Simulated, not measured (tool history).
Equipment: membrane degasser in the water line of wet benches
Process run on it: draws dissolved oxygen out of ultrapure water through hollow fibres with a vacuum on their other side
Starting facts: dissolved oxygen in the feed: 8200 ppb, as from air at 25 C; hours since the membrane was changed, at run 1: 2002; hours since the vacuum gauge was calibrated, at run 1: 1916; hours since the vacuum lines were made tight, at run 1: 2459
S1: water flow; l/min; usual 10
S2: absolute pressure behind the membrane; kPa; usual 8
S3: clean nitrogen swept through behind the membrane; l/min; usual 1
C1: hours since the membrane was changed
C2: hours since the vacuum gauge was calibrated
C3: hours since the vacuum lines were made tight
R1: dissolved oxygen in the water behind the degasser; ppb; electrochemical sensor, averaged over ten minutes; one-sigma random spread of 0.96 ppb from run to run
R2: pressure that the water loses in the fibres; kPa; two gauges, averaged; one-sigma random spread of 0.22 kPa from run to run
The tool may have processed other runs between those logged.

run    hour  S1     S2    S3    C1    C2    C3     R1     R2
  1       0  10      8     1  2002  1916  2459  134.3  55.24
  2   109.3  10      8  0.85  2111  2025  2569  154.9  54.87
  3   290.2  10      8  0.85  2292  2206  2750  154.5  55.09
  4   467.8  10      8  0.85  2470  2383  2927  155.6  54.77
  5   549.8  10      8  0.85  2552  2465  3009  157.3  55.08
  6   625.9   9      8     1  2628  2542  3085  118.2   49.4
  7   729.9  10      8     1  2732  2646  3189  138.9  54.81
  8   812.6  10      8     1  2815  2728  3272  137.2  55.58
  9   976.1  10      8     1  2978  2892  3436  136.7  55.38
     1045.1  -- seals of the vacuum lines changed
 10  1100.5  11      8     1  3100  3014    55  154.1  60.82
 11  1267.3  11      8     1  3267  3181   222  156.9  60.86
 12    1386  11      8     1  3386  3300   341  154.4  61.23
 13  1491.8  10      8  0.55  3492  3405   447  217.9  55.65
 14    1672  10      8  0.94  3672  3586   627  140.9  55.68
 15  1810.5  10      8  0.94  3810  3724   765  142.3  55.93
 16  1886.3  10      8  0.94  3886  3800   841  144.1  55.69
 17  2051.1  10      8  0.94  4051  3965  1006  142.5  55.46
 18    2186  14  19.19  0.79  4186  4100  1141  683.3  78.68
 19  2323.2  10  10.39  0.55  4323  4237  1278  315.3  55.93
 20    2460  10   8.38  0.56  4460  4374  1415  235.5  55.74
 21  2564.5   9  16.12  2.93  4564  4478  1519  112.1  50.56
 22  2710.2   9  16.12  2.93  4710  4624  1665  113.7   50.3
 23  2821.3   8   13.6   2.1  4821  4735  1776  107.3  44.93
 24    2942   9   9.59  0.67  4942  4856  1897  217.2  50.45
 25  3047.4   9  19.39  0.67  5047  4961  2002  502.3  50.61
 26  3153.7   9  12.17  0.67  5154  5067  2109    296  50.58
 27  3248.1  11      8     1  5248  5162  2203  164.2  62.13

Forecast each of these 3 alternatives for the next run:
  A  3368.7  11  16.56  0.47  5369  5282  2324   ?   ?
  B  3368.7  13  15.54     1  5369  5282  2324   ?   ?
  C  3368.7  11      8   1.4  5369  5282  2324   ?   ?

run     R1     R2
  A  680.6  62.36
  B  436.2  73.71
  C  128.9  62.25
Without the tool's unlogged condition, the same runs would have read:
run     R1     R2
  A  652.8  59.21
  B  408.1     70
  C  113.7  59.12
